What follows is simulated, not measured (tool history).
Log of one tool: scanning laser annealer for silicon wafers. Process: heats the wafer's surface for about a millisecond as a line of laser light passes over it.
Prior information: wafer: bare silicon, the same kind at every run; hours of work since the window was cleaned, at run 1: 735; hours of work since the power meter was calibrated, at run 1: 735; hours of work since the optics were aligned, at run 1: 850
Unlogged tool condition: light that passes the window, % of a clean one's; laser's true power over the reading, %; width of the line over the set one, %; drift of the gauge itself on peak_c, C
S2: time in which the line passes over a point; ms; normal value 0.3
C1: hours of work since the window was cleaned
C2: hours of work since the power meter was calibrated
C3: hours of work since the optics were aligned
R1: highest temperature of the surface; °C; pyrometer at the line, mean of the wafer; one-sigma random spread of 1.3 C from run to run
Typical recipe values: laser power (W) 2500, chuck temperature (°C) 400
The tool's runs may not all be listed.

run 1 hour=0 | laser_power_(W)=2500 S2=0.3 chuck_temperature_(°C)=400 | C1=735 C2=735 C3=850 | R1=1145
run 2 hour=32.3 | laser_power_(W)=2500 S2=0.3 chuck_temperature_(°C)=400 | C1=750 C2=750 C3=865 | R1=1144
run 3 hour=78.3 | laser_power_(W)=2500 S2=0.3 chuck_temperature_(°C)=400 | C1=771 C2=771 C3=886 | R1=1145
run 4 hour=126.8 | laser_power_(W)=2500 S2=0.3 chuck_temperature_(°C)=400 | C1=793 C2=793 C3=908 | R1=1143
run 5 hour=167.8 | laser_power_(W)=2500 S2=0.3 chuck_temperature_(°C)=400 | C1=812 C2=812 C3=927 | R1=1145
run 6 hour=210.7 | laser_power_(W)=2500 S2=0.3 chuck_temperature_(°C)=400 | C1=832 C2=832 C3=947 | R1=1143
-- hour=251.5 window over the wafer cleaned
run 7 hour=262.9 | laser_power_(W)=2500 S2=0.3 chuck_temperature_(°C)=400 | C1=5 C2=855 C3=970 | R1=1161
run 8 hour=302.8 | laser_power_(W)=2500 S2=0.3 chuck_temperature_(°C)=400 | C1=24 C2=874 C3=988 | R1=1159
run 9 hour=349.5 | laser_power_(W)=2500 S2=0.3 chuck_temperature_(°C)=400 | C1=45 C2=895 C3=1010 | R1=1160
run 10 hour=379.2 | laser_power_(W)=2500 S2=0.3 chuck_temperature_(°C)=400 | C1=59 C2=909 C3=1024 | R1=1158
run 11 hour=419.1 | laser_power_(W)=2500 S2=0.3 chuck_temperature_(°C)=400 | C1=77 C2=927 C3=1042 | R1=1158
run 12 hour=466.3 | laser_power_(W)=2500 S2=0.3 chuck_temperature_(°C)=400 | C1=99 C2=949 C3=1064 | R1=1161
run 13 hour=497.5 | laser_power_(W)=2500 S2=0.3 chuck_temperature_(°C)=400 | C1=114 C2=963 C3=1078 | R1=1159
run 14 hour=521.5 | laser_power_(W)=2500 S2=0.3 chuck_temperature_(°C)=400 | C1=125 C2=974 C3=1089 | R1=1159
run 15 hour=554.2 | laser_power_(W)=2500 S2=0.3 chuck_temperature_(°C)=400 | C1=140 C2=990 C3=1104 | R1=1160
run 16 hour=580.7 | laser_power_(W)=2500 S2=0.3 chuck_temperature_(°C)=400 | C1=152 C2=1002 C3=1117 | R1=1158
run 17 hour=620.3 | laser_power_(W)=2500 S2=0.3 chuck_temperature_(°C)=435 | C1=170 C2=1020 C3=1135 | R1=1194
run 18 hour=666.6 | laser_power_(W)=2709 S2=0.3 chuck_temperature_(°C)=435 | C1=192 C2=1041 C3=1156 | R1=1273
run 19 hour=694.4 | laser_power_(W)=2500 S2=0.3 chuck_temperature_(°C)=408 | C1=204 C2=1054 C3=1169 | R1=1166
run 20 hour=737.9 | laser_power_(W)=2500 S2=0.231 chuck_temperature_(°C)=400 | C1=224 C2=1074 C3=1189 | R1=1064
run 21 hour=771.9 | laser_power_(W)=2500 S2=0.231 chuck_temperature_(°C)=400 | C1=240 C2=1090 C3=1205 | R1=1062
run 22 hour=818 | laser_power_(W)=2414 S2=0.248 chuck_temperature_(°C)=388 | C1=261 C2=1111 C3=1226 | R1=1047
-- hour=825.3 laser's power meter calibrated
run 23 hour=854.1 | laser_power_(W)=2246 S2=0.3 chuck_temperature_(°C)=389 | C1=277 C2=13 C3=1241 | R1=1046
run 24 hour=899.1 | laser_power_(W)=2189 S2=0.248 chuck_temperature_(°C)=437 | C1=297 C2=34 C3=1262 | R1=1016
run 25 hour=937.2 | laser_power_(W)=2189 S2=0.248 chuck_temperature_(°C)=437 | C1=315 C2=52 C3=1280 | R1=1017
run 26 hour=961.7 | laser_power_(W)=2189 S2=0.248 chuck_temperature_(°C)=437 | C1=326 C2=63 C3=1291 | R1=1017
run 27 hour=990.3 | laser_power_(W)=2500 S2=0.3 chuck_temperature_(°C)=406 | C1=340 C2=76 C3=1304 | R1=1163
-- hour=1028.9 laser's power meter calibrated, once more
run 28 hour=1037.6 | laser_power_(W)=2500 S2=0.3 chuck_temperature_(°C)=406 | C1=360 C2=4 C3=1325 | R1=1155
run 29 hour=1061.7 | laser_power_(W)=2500 S2=0.374 chuck_temperature_(°C)=425 | C1=371 C2=15 C3=1336 | R1=1263
run 30 hour=1094.6 | laser_power_(W)=2453 S2=0.311 chuck_temperature_(°C)=425 | C1=386 C2=30 C3=1351 | R1=1167
run 31 hour=1141.8 | laser_power_(W)=2500 S2=0.312 chuck_temperature_(°C)=371 | C1=408 C2=52 C3=1373 | R1=1133
run 32 hour=1169.1 | laser_power_(W)=2402 S2=0.3 chuck_temperature_(°C)=424 | C1=421 C2=65 C3=1385 | R1=1134
run 33 hour=1215.6 | laser_power_(W)=2500 S2=0.245 chuck_temperature_(°C)=400 | C1=442 C2=86 C3=1407 | R1=1080
run 34 hour=1262.2 | laser_power_(W)=2500 S2=0.233 chuck_temperature_(°C)=378 | C1=464 C2=108 C3=1428 | R1=1037
run 35 hour=1296.7 | laser_power_(W)=2301 S2=0.33 chuck_temperature_(°C)=384 | C1=480 C2=124 C3=1444 | R1=1086
run 36 hour=1344.2 | laser_power_(W)=2301 S2=0.33 chuck_temperature_(°C)=384 | C1=502 C2=146 C3=1466 | R1=1089
run 37 hour=1393.9 | laser_power_(W)=2301 S2=0.33 chuck_temperature_(°C)=384 | C1=524 C2=168 C3=1489 | R1=1089
run 38 hour=1433.7 | laser_power_(W)=2741 S2=0.3 chuck_temperature_(°C)=400 | C1=543 C2=187 C3=1508 | R1=1244
run 39 hour=1483.7 | laser_power_(W)=2741 S2=0.3 chuck_temperature_(°C)=400 | C1=566 C2=210 C3=1531 | R1=1241
run 40 hour=1526 | laser_power_(W)=2741 S2=0.3 chuck_temperature_(°C)=400 | C1=585 C2=229 C3=1550 | R1=1240

Forecast each of these 4 alternatives for the next run:
run A hour=1576.3 | laser_power_(W)=2570 S2=0.3 chuck_temperature_(°C)=404 | C1=609 C2=253 C3=1573 | R1=?
run B hour=1576.3 | laser_power_(W)=2416 S2=0.222 chuck_temperature_(°C)=411 | C1=609 C2=253 C3=1573 | R1=?
run C hour=1576.3 | laser_power_(W)=2593 S2=0.222 chuck_temperature_(°C)=377 | C1=609 C2=253 C3=1573 | R1=?
run D hour=1576.3 | laser_power_(W)=2619 S2=0.266 chuck_temperature_(°C)=421 | C1=609 C2=253 C3=1573 | R1=?

run=A R1=1179
run=B R1=1024
run=C R1=1049
run=D R1=1165
The same runs, with their run-to-run variation unchanged, on a tool lacking any hidden condition would have given:
run=A R1=1203
run=B R1=1042
run=C R1=1069
run=D R1=1188
